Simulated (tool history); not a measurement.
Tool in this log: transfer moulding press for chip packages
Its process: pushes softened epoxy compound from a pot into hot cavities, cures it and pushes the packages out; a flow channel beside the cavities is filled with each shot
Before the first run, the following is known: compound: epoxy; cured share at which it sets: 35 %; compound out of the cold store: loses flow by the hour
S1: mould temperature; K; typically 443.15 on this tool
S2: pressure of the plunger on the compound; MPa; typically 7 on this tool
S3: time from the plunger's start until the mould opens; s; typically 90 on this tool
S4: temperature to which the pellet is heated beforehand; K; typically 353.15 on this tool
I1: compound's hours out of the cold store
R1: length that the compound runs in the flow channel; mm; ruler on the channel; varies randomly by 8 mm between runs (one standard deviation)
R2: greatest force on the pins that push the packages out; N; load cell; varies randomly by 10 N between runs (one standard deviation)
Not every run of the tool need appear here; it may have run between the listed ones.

run 1 hour=0 | S1=443.15 S2=7 S3=90 S4=353.15 | I1=13.9 | R1=964 R2=582
run 2 hour=17.3 | S1=443.15 S2=7 S3=90 S4=357.15 | I1=42.5 | R1=894 R2=629
run 3 hour=47.4 | S1=443.15 S2=7 S3=90 S4=357.15 | I1=22.1 | R1=950 R2=725
run 4 hour=64.2 | S1=443.15 S2=7 S3=90 S4=357.15 | I1=24.8 | R1=915 R2=807
-- hour=77.5 cavities cleaned with cleaning compound and waxed
run 5 hour=100.7 | S1=443.15 S2=7 S3=90 S4=357.15 | I1=12.5 | R1=960 R2=586
run 6 hour=118.3 | S1=443.15 S2=7 S3=90 S4=357.15 | I1=36.9 | R1=890 R2=675
run 7 hour=137.3 | S1=443.15 S2=7 S3=90 S4=357.15 | I1=43.5 | R1=870 R2=745
run 8 hour=154.3 | S1=443.15 S2=7 S3=90 S4=357.15 | I1=39.7 | R1=876 R2=764
run 9 hour=171.3 | S1=443.15 S2=7 S3=90 S4=357.15 | I1=35.8 | R1=882 R2=815
-- hour=177.3 cavities cleaned with cleaning compound and waxed
run 10 hour=195.1 | S1=443.15 S2=7.05 S3=90 S4=353.15 | I1=18.7 | R1=926 R2=576
run 11 hour=234.2 | S1=443.15 S2=7.05 S3=90 S4=353.15 | I1=28.3 | R1=899 R2=723
run 12 hour=259.7 | S1=443.15 S2=7.84 S3=90 S4=353.15 | I1=38.3 | R1=907 R2=800
-- hour=278.2 cavities cleaned with cleaning compound and waxed
run 13 hour=282.7 | S1=443.15 S2=7.84 S3=90 S4=353.15 | I1=29.5 | R1=931 R2=493
run 14 hour=311.1 | S1=441.15 S2=7 S3=90 S4=353.15 | I1=44.7 | R1=836 R2=684
run 15 hour=332.3 | S1=441.15 S2=7 S3=90 S4=353.15 | I1=32.8 | R1=879 R2=735
-- hour=336.3 mould's thermocouples calibrated
run 16 hour=372.7 | S1=443.15 S2=5.82 S3=86 S4=350.15 | I1=27.9 | R1=782 R2=787
-- hour=381 cavities cleaned with cleaning compound and waxed
run 17 hour=396.7 | S1=449.15 S2=7 S3=90 S4=352.15 | I1=18.7 | R1=850 R2=521
-- hour=407.6 plunger's sealing rings changed
run 18 hour=417.4 | S1=443.15 S2=7 S3=74 S4=348.15 | I1=30.9 | R1=930 R2=788
run 19 hour=435.8 | S1=443.15 S2=7 S3=74 S4=348.15 | I1=37 | R1=922 R2=892
run 20 hour=464.9 | S1=440.15 S2=7.89 S3=98 S4=348.15 | I1=18.1 | R1=1020 R2=811
-- hour=483.8 cavities cleaned with cleaning compound and waxed
run 21 hour=494 | S1=440.15 S2=7.89 S3=111 S4=345.15 | I1=14.1 | R1=1028 R2=492
-- hour=520.3 mould's thermocouples calibrated, once more
run 22 hour=535 | S1=436.15 S2=6.75 S3=126 S4=353.15 | I1=18.5 | R1=949 R2=665
run 23 hour=569.5 | S1=437.15 S2=7 S3=90 S4=362.15 | I1=9.8 | R1=973 R2=1070

Predict the results of run 24:
-- hour=587 cavities cleaned with cleaning compound and waxed
run 24 hour=609.8 | S1=446.15 S2=7 S3=90 S4=362.15 | I1=24.4 | R1=? R2=?

Run 24 gave R1 900 mm, R2 589 N.
Were there no unlogged condition in the tool, this run, its random variation unchanged, would have produced R1 938 mm, R2 453 N.

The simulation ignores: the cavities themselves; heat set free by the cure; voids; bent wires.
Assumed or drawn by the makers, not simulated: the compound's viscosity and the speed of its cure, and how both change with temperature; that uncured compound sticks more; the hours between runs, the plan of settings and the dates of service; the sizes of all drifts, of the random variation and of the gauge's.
